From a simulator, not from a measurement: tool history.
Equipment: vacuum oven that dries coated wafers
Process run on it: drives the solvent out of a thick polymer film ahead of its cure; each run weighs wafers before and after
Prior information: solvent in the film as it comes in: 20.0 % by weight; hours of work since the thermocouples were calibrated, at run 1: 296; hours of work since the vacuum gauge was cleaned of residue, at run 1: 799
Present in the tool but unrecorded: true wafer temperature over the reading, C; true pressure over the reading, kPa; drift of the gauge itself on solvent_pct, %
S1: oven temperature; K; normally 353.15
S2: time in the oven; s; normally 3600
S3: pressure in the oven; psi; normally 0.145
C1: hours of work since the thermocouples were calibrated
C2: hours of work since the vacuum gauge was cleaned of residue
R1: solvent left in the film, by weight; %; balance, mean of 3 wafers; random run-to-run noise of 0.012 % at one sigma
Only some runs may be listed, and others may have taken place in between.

run,day,S1,S2,S3,C1,C2,R1
1,0.000,353.15,3600,0.145,296,799,1.43
2,1.596,347.15,3600,0.145,318,821,2.80
3,4.342,353.15,4740,0.145,356,859,1.07
4,6.742,353.15,3600,0.103,389,893,1.26
5,8.275,353.15,3600,0.145,411,914,1.46
6,9.808,353.15,3600,0.145,432,935,1.45
7,11.233,353.15,2280,0.145,452,955,2.80
8,14.217,368.15,3600,0.145,493,996,0.50
9,17.079,368.15,3600,0.145,533,1036,0.50
10,19.238,353.15,2580,0.145,563,1066,2.30
11,22.221,353.15,2580,0.145,604,1107,2.32
12,24.838,353.15,2580,0.145,640,1144,2.33
# day 25.117: oven's thermocouples calibrated
13,27.342,353.15,2580,0.145,31,1177,2.30
14,30.133,353.15,2580,0.145,70,1216,2.29
# day 31.996: oven's thermocouples calibrated, once more
15,32.433,353.15,2580,0.145,6,1247,2.43
16,35.354,365.15,2340,0.477,47,1287,1.89
17,37.429,364.15,2040,0.545,75,1316,2.38
18,40.258,349.15,3840,0.145,115,1355,2.14
19,41.783,349.15,3840,0.145,136,1376,2.15
20,43.321,349.15,3840,0.145,157,1398,2.14
21,45.392,349.15,3960,0.252,186,1426,2.70
22,47.542,349.15,3960,0.252,216,1456,2.71
23,49.042,367.15,3180,0.287,236,1477,1.01
24,51.471,367.15,3180,0.287,270,1511,1.00
25,54.275,367.15,3180,0.287,309,1550,1.00
26,56.371,367.15,3180,0.287,338,1579,1.01
27,57.921,353.15,1920,0.138,360,1600,3.56
28,59.758,367.15,3600,0.239,385,1626,0.84
29,61.167,343.15,3900,0.088,405,1645,3.41
30,62.754,364.15,4620,0.112,427,1667,0.51

Each row is a separate what-if for the run after 30, all from the same tool condition, not one after another. Results?
A,64.717,351.15,6300,0.145,454,1694,?
B,64.717,353.15,5520,0.292,454,1694,?
C,64.717,353.15,3420,0.219,454,1694,?
D,64.717,342.15,2160,0.112,454,1694,?

run,R1
A,1.12
B,1.81
C,1.98
D,7.04
Stripped of hidden state, with their random variation kept, the same runs would have yielded:
run,R1
A,0.94
B,1.64
C,1.82
D,6.85
